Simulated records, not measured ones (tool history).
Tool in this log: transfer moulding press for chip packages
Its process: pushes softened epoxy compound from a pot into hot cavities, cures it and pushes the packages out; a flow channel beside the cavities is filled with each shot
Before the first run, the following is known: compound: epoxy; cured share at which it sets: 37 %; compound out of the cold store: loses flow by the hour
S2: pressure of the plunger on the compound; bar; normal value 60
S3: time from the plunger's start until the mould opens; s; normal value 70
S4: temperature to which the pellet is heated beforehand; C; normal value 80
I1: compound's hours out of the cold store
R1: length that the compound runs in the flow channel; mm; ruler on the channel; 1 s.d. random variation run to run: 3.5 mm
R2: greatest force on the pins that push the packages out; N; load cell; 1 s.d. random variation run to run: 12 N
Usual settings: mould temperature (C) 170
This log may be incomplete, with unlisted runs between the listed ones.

{"run": 1, "hour": 0.0, "mould temperature (C)": 170, "S2": 60, "S3": 70, "S4": 80, "I1": 32.3, "R1": 507, "R2": 702}
{"hour": 16.9, "done": "cavities cleaned with cleaning compound and waxed"}
{"run": 2, "hour": 32.0, "mould temperature (C)": 170, "S2": 60, "S3": 80, "S4": 80, "I1": 24.5, "R1": 513, "R2": 490}
{"hour": 54.7, "done": "cavities cleaned with cleaning compound and waxed"}
{"run": 3, "hour": 73.0, "mould temperature (C)": 170, "S2": 60, "S3": 80, "S4": 80, "I1": 30.6, "R1": 502, "R2": 506}
{"hour": 91.3, "done": "plunger's sealing rings changed"}
{"hour": 96.5, "done": "cavities cleaned with cleaning compound and waxed"}
{"run": 4, "hour": 102.0, "mould temperature (C)": 170, "S2": 60, "S3": 75, "S4": 80, "I1": 45, "R1": 522, "R2": 486}
{"run": 5, "hour": 120.6, "mould temperature (C)": 170, "S2": 60, "S3": 75, "S4": 80, "I1": 29.2, "R1": 543, "R2": 610}
{"hour": 133.8, "done": "cavities cleaned with cleaning compound and waxed"}
{"run": 6, "hour": 165.9, "mould temperature (C)": 170, "S2": 60, "S3": 75, "S4": 80, "I1": 18.9, "R1": 552, "R2": 685}
{"hour": 170.2, "done": "cavities cleaned with cleaning compound and waxed"}
{"run": 7, "hour": 185.2, "mould temperature (C)": 170, "S2": 60, "S3": 75, "S4": 80, "I1": 32.2, "R1": 531, "R2": 555}
{"hour": 208.7, "done": "cavities cleaned with cleaning compound and waxed"}
{"run": 8, "hour": 225.6, "mould temperature (C)": 177, "S2": 60, "S3": 75, "S4": 84, "I1": 47.4, "R1": 491, "R2": 409}
{"hour": 246.4, "done": "cavities cleaned with cleaning compound and waxed"}
{"run": 9, "hour": 252.0, "mould temperature (C)": 177, "S2": 60, "S3": 75, "S4": 84, "I1": 41.4, "R1": 493, "R2": 355}
{"hour": 283.1, "done": "cavities cleaned with cleaning compound and waxed"}
{"run": 10, "hour": 283.4, "mould temperature (C)": 173, "S2": 72, "S3": 75, "S4": 80, "I1": 13.6, "R1": 577, "R2": 393}
{"run": 11, "hour": 317.2, "mould temperature (C)": 173, "S2": 72, "S3": 75, "S4": 80, "I1": 36.1, "R1": 542, "R2": 554}
{"hour": 322.3, "done": "cavities cleaned with cleaning compound and waxed"}
{"hour": 359.3, "done": "cavities cleaned with cleaning compound and waxed"}
{"run": 12, "hour": 359.8, "mould temperature (C)": 173, "S2": 72, "S3": 75, "S4": 80, "I1": 20.8, "R1": 563, "R2": 385}

4 ways to go on from here, each from the tool as it stands after run 12. What would each give?
{"hour": 396.7, "done": "cavities cleaned with cleaning compound and waxed"}
{"run": "A", "hour": 396.7, "mould temperature (C)": 173, "S2": 63.7, "S3": 83, "S4": 82, "I1": 24.3, "R1": "?", "R2": "?"}
{"hour": 396.7, "done": "cavities cleaned with cleaning compound and waxed"}
{"run": "B", "hour": 396.7, "mould temperature (C)": 170, "S2": 51.3, "S3": 86, "S4": 75, "I1": 26.3, "R1": "?", "R2": "?"}
{"hour": 396.7, "done": "cavities cleaned with cleaning compound and waxed"}
{"run": "C", "hour": 396.7, "mould temperature (C)": 173, "S2": 60, "S3": 86, "S4": 74, "I1": 27.6, "R1": "?", "R2": "?"}
{"hour": 396.7, "done": "cavities cleaned with cleaning compound and waxed"}
{"run": "D", "hour": 396.7, "mould temperature (C)": 175, "S2": 46.1, "S3": 75, "S4": 80, "I1": 29.9, "R1": "?", "R2": "?"}

run=A R1=518 R2=349
run=B R1=468 R2=354
run=C R1=504 R2=335
run=D R1=432 R2=367
Take away the tool's hidden state, keep each run's random variation, and the runs would have read:
run=A R1=560 R2=334
run=B R1=506 R2=336
run=C R1=545 R2=322
run=D R1=468 R2=350
